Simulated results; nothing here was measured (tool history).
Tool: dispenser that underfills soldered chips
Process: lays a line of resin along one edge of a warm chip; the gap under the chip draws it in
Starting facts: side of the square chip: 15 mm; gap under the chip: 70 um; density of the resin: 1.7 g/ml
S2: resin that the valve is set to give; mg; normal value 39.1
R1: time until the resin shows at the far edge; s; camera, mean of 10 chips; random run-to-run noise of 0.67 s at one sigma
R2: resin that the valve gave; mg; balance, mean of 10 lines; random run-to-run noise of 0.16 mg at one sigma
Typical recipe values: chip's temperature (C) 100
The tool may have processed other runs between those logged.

Run 1, hour 0: usual settings. Result: R1 64.7 s, R2 35.86 mg.
Run 2, hour 6.2: usual settings. Result: R1 75 s, R2 35.71 mg.
At hour 7.4: new syringe of resin.
Run 3, hour 10.4: usual settings but S2 34.9 mg. Result: R1 67.8 s, R2 31.84 mg.
At hour 17.3: new syringe of resin.
Run 4, hour 17.6: usual settings but chip's temperature (C) 110. Result: R1 46.6 s, R2 35.54 mg.
Run 5, hour 24.5: usual settings but chip's temperature (C) 110. Result: R1 54.9 s, R2 35.39 mg.
At hour 27.1: new syringe of resin.
Run 6, hour 32.5: usual settings but chip's temperature (C) 110. Result: R1 52.7 s, R2 34.98 mg.
At hour 36.8: new syringe of resin.
Run 7, hour 40.3: usual settings but chip's temperature (C) 110. Result: R1 51.4 s, R2 34.92 mg.
At hour 41.8: dispensing valve cleaned and set on the balance.
At hour 47.9: new syringe of resin.
Run 8, hour 47.9: usual settings but chip's temperature (C) 111, S2 43.8 mg. Result: R1 44.2 s, R2 43.28 mg.
Run 9, hour 54: usual settings but chip's temperature (C) 111, S2 43.8 mg. Result: R1 52.5 s, R2 43.51 mg.
At hour 58: new syringe of resin.
Run 10, hour 60.4: usual settings but chip's temperature (C) 96, S2 38 mg. Result: R1 69 s, R2 37.41 mg.
Run 11, hour 67.3: usual settings but chip's temperature (C) 94, S2 49.7 mg. Result: R1 87.3 s, R2 48.48 mg.
At hour 68.1: new syringe of resin.
Run 12, hour 75.4: usual settings but chip's temperature (C) 92, S2 41.4 mg. Result: R1 85.9 s, R2 40.55 mg.
At hour 78.3: new syringe of resin.
Run 13, hour 82.9: usual settings but chip's temperature (C) 106, S2 49.6 mg. Result: R1 57.3 s, R2 48.29 mg.
At hour 88.1: new syringe of resin.
Run 14, hour 91: usual settings but chip's temperature (C) 87, S2 49.3 mg. Result: R1 88.2 s, R2 48.05 mg.

Subtracting, for every run, the result it would have given without the tool's unlogged condition from the measured result gives the following. The same run-to-run variation enters both numbers; the gauge's scatter may not:
The hidden state here: resin's viscosity, % of fresh resin's; dose that the valve gives, % of what is set; true chip temperature over the reading, C; drift of the gauge itself on fill_s, %; drift of the gauge itself on given_mg, %.
run     R1     R2
  1   +5.6  -3.17
  2  +16.7  -3.32
  3   +5.9  -3.06
  4   +0.5  -3.59
  5   +9.7  -3.74
  6   +6.4   -3.9
  7   +5.1   -4.1
  8   -0.4  -0.29
  9   +7.3  -0.45
 10   +3.4  -0.52
 11  +17.8  -0.87
 12  +13.9  -0.94
 13   +6.4  -1.33
 14   +6.2  -1.56

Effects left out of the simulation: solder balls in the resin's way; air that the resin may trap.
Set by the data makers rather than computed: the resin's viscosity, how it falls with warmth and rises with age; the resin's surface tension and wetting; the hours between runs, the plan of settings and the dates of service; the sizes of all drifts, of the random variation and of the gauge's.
